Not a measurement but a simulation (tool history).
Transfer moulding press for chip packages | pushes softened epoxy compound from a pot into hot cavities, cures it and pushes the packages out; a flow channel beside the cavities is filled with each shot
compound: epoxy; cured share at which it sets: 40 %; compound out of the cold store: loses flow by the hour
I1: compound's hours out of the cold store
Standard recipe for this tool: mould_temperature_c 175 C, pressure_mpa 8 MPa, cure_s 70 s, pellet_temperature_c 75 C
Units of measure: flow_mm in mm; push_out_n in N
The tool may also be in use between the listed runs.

{"run": 1, "day": 0.0, "mould_temperature_c": 175, "pressure_mpa": 8, "cure_s": 70, "pellet_temperature_c": 75, "I1": 18.4, "flow_mm": 732, "push_out_n": 687}
{"run": 2, "day": 0.379, "mould_temperature_c": 175, "pressure_mpa": 8, "cure_s": 70, "pellet_temperature_c": 66, "I1": 20.1, "flow_mm": 726, "push_out_n": 743}
{"run": 3, "day": 0.742, "mould_temperature_c": 169, "pressure_mpa": 8, "cure_s": 70, "pellet_temperature_c": 66, "I1": 34.5, "flow_mm": 709, "push_out_n": 1181}
{"run": 4, "day": 1.096, "mould_temperature_c": 175, "pressure_mpa": 8, "cure_s": 70, "pellet_temperature_c": 82, "I1": 38.1, "flow_mm": 654, "push_out_n": 755}
{"day": 1.408, "done": "cavities cleaned with cleaning compound and waxed"}
{"run": 5, "day": 1.458, "mould_temperature_c": 175, "pressure_mpa": 8, "cure_s": 70, "pellet_temperature_c": 82, "I1": 18.8, "flow_mm": 720, "push_out_n": 897}
{"run": 6, "day": 1.996, "mould_temperature_c": 175, "pressure_mpa": 8, "cure_s": 70, "pellet_temperature_c": 82, "I1": 15.2, "flow_mm": 730, "push_out_n": 912}
{"run": 7, "day": 2.454, "mould_temperature_c": 175, "pressure_mpa": 8, "cure_s": 70, "pellet_temperature_c": 75, "I1": 38.6, "flow_mm": 660, "push_out_n": 897}
{"day": 2.962, "done": "plunger's sealing rings changed"}
{"day": 3.275, "done": "cavities cleaned with cleaning compound and waxed"}
{"day": 3.379, "done": "cavities cleaned with cleaning compound and waxed, once more"}
{"run": 8, "day": 3.408, "mould_temperature_c": 175, "pressure_mpa": 8, "cure_s": 72, "pellet_temperature_c": 75, "I1": 9.6, "flow_mm": 859, "push_out_n": 621}
{"run": 9, "day": 3.85, "mould_temperature_c": 183, "pressure_mpa": 8, "cure_s": 72, "pellet_temperature_c": 75, "I1": 13, "flow_mm": 803, "push_out_n": 470}
{"run": 10, "day": 4.425, "mould_temperature_c": 183, "pressure_mpa": 8, "cure_s": 72, "pellet_temperature_c": 75, "I1": 38, "flow_mm": 714, "push_out_n": 538}
{"day": 5.121, "done": "cavities cleaned with cleaning compound and waxed"}
{"run": 11, "day": 5.121, "mould_temperature_c": 175, "pressure_mpa": 8, "cure_s": 70, "pellet_temperature_c": 75, "I1": 10.1, "flow_mm": 842, "push_out_n": 613}
{"run": 12, "day": 5.596, "mould_temperature_c": 175, "pressure_mpa": 8, "cure_s": 70, "pellet_temperature_c": 75, "I1": 32.4, "flow_mm": 745, "push_out_n": 676}
{"run": 13, "day": 6.321, "mould_temperature_c": 175, "pressure_mpa": 8, "cure_s": 70, "pellet_temperature_c": 75, "I1": 32.2, "flow_mm": 746, "push_out_n": 721}
{"run": 14, "day": 6.725, "mould_temperature_c": 175, "pressure_mpa": 8, "cure_s": 70, "pellet_temperature_c": 75, "I1": 31.7, "flow_mm": 756, "push_out_n": 807}
{"day": 6.888, "done": "cavities cleaned with cleaning compound and waxed"}
{"run": 15, "day": 7.188, "mould_temperature_c": 175, "pressure_mpa": 8, "cure_s": 70, "pellet_temperature_c": 75, "I1": 26.3, "flow_mm": 758, "push_out_n": 669}
{"run": 16, "day": 7.571, "mould_temperature_c": 175, "pressure_mpa": 8, "cure_s": 70, "pellet_temperature_c": 75, "I1": 38.1, "flow_mm": 722, "push_out_n": 683}
{"run": 17, "day": 7.871, "mould_temperature_c": 174, "pressure_mpa": 9.32, "cure_s": 70, "pellet_temperature_c": 75, "I1": 14.7, "flow_mm": 889, "push_out_n": 836}
{"day": 8.629, "done": "cavities cleaned with cleaning compound and waxed"}
{"run": 18, "day": 8.638, "mould_temperature_c": 174, "pressure_mpa": 9.32, "cure_s": 70, "pellet_temperature_c": 75, "I1": 44.2, "flow_mm": 752, "push_out_n": 610}
{"run": 19, "day": 9.008, "mould_temperature_c": 174, "pressure_mpa": 9.32, "cure_s": 70, "pellet_temperature_c": 75, "I1": 20.2, "flow_mm": 857, "push_out_n": 709}
{"run": 20, "day": 9.45, "mould_temperature_c": 174, "pressure_mpa": 9.32, "cure_s": 70, "pellet_temperature_c": 75, "I1": 41.1, "flow_mm": 761, "push_out_n": 765}
{"run": 21, "day": 9.825, "mould_temperature_c": 174, "pressure_mpa": 6.33, "cure_s": 70, "pellet_temperature_c": 75, "I1": 9.9, "flow_mm": 735, "push_out_n": 918}
{"day": 10.383, "done": "cavities cleaned with cleaning compound and waxed"}
{"run": 22, "day": 10.454, "mould_temperature_c": 168, "pressure_mpa": 9.68, "cure_s": 81, "pellet_temperature_c": 69, "I1": 21.7, "flow_mm": 882, "push_out_n": 777}
{"run": 23, "day": 10.858, "mould_temperature_c": 175, "pressure_mpa": 6.14, "cure_s": 70, "pellet_temperature_c": 75, "I1": 13.2, "flow_mm": 695, "push_out_n": 705}
{"run": 24, "day": 11.3, "mould_temperature_c": 175, "pressure_mpa": 7.87, "cure_s": 70, "pellet_temperature_c": 75, "I1": 18, "flow_mm": 764, "push_out_n": 773}
{"run": 25, "day": 11.875, "mould_temperature_c": 175, "pressure_mpa": 7.87, "cure_s": 70, "pellet_temperature_c": 75, "I1": 47.3, "flow_mm": 663, "push_out_n": 775}
{"day": 12.125, "done": "cavities cleaned with cleaning compound and waxed"}
{"run": 26, "day": 12.638, "mould_temperature_c": 171, "pressure_mpa": 6.47, "cure_s": 80, "pellet_temperature_c": 75, "I1": 17.1, "flow_mm": 716, "push_out_n": 745}
{"run": 27, "day": 13.342, "mould_temperature_c": 183, "pressure_mpa": 9.24, "cure_s": 101, "pellet_temperature_c": 83, "I1": 12.5, "flow_mm": 800, "push_out_n": 527}
{"day": 13.888, "done": "cavities cleaned with cleaning compound and waxed"}
{"run": 28, "day": 14.088, "mould_temperature_c": 183, "pressure_mpa": 9.24, "cure_s": 101, "pellet_temperature_c": 83, "I1": 33.1, "flow_mm": 729, "push_out_n": 424}
{"run": 29, "day": 14.596, "mould_temperature_c": 175, "pressure_mpa": 6.23, "cure_s": 70, "pellet_temperature_c": 80, "I1": 15.4, "flow_mm": 682, "push_out_n": 739}

What would each run have given without the hidden state, its run-to-run variation left as it was?
Hidden state present: true mould temperature over the reading, C; pressure that reaches the compound, % of what is set; grip of the stained cavities, % over clean ones'; drift of the gauge itself on flow_mm, %; drift of the gauge itself on push_out_n, %.
run=1 flow_mm=823 push_out_n=606
run=2 flow_mm=819 push_out_n=603
run=3 flow_mm=802 push_out_n=913
run=4 flow_mm=742 push_out_n=556
run=5 flow_mm=818 push_out_n=586
run=6 flow_mm=833 push_out_n=585
run=7 flow_mm=756 push_out_n=568
run=8 flow_mm=863 push_out_n=604
run=9 flow_mm=809 push_out_n=407
run=10 flow_mm=722 push_out_n=421
run=11 flow_mm=856 push_out_n=596
run=12 flow_mm=759 push_out_n=583
run=13 flow_mm=763 push_out_n=550
run=14 flow_mm=776 push_out_n=586
run=15 flow_mm=780 push_out_n=605
run=16 flow_mm=745 push_out_n=566
run=17 flow_mm=919 push_out_n=655
run=18 flow_mm=781 push_out_n=590
run=19 flow_mm=892 push_out_n=618
run=20 flow_mm=794 push_out_n=608
run=21 flow_mm=769 push_out_n=687
run=22 flow_mm=927 push_out_n=741
run=23 flow_mm=732 push_out_n=604
run=24 flow_mm=807 push_out_n=608
run=25 flow_mm=703 push_out_n=565
run=26 flow_mm=764 push_out_n=619
run=27 flow_mm=858 push_out_n=398
run=28 flow_mm=787 push_out_n=396
run=29 flow_mm=738 push_out_n=600

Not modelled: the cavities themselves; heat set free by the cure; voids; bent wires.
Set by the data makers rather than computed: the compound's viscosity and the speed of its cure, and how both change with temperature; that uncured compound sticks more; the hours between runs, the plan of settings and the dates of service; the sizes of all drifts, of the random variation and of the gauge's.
